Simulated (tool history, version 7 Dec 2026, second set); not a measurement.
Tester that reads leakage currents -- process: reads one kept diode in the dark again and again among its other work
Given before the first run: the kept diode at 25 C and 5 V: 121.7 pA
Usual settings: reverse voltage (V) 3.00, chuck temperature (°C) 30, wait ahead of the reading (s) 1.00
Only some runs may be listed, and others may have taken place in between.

run	hour	reverse voltage (V)	chuck temperature (°C)	wait ahead of the reading (s)	current that the tester gives (pA)
1	0.0	3.00	30	1.00	135.24
2	26.8	3.00	30	1.00	135.12
3	64.6	3.00	30	1.00	133.97
4	102.7	3.00	30	1.00	132.94
5	143.8	3.00	30	1.00	132.40
6	163.0	3.23	30	1.00	137.64
7	187.9	3.23	30	1.00	136.56
8	228.4	3.00	23	2.99	65.70
9	265.9	3.00	23	2.99	65.43
10	290.2	9.40	56	1.52	2408.36
11	316.9	16.39	56	3.33	3323.89
12	345.9	4.31	30	2.86	157.12
13	372.5	4.31	30	2.86	155.33

Consider 3 possible next runs. They are alternatives, not a sequence: every one starts from the tool as it was left by run 13. What does each give?
A	399.4	4.31	35	1.27	?
B	399.4	1.99	30	6.54	?
C	399.4	3.00	24	1.00	?

run	current that the tester gives (pA)
A	247.80
B	98.36
C	71.38
Without the tool's unlogged condition, the same runs would have read:
run	current that the tester gives (pA)
A	287.76
B	114.78
C	83.26

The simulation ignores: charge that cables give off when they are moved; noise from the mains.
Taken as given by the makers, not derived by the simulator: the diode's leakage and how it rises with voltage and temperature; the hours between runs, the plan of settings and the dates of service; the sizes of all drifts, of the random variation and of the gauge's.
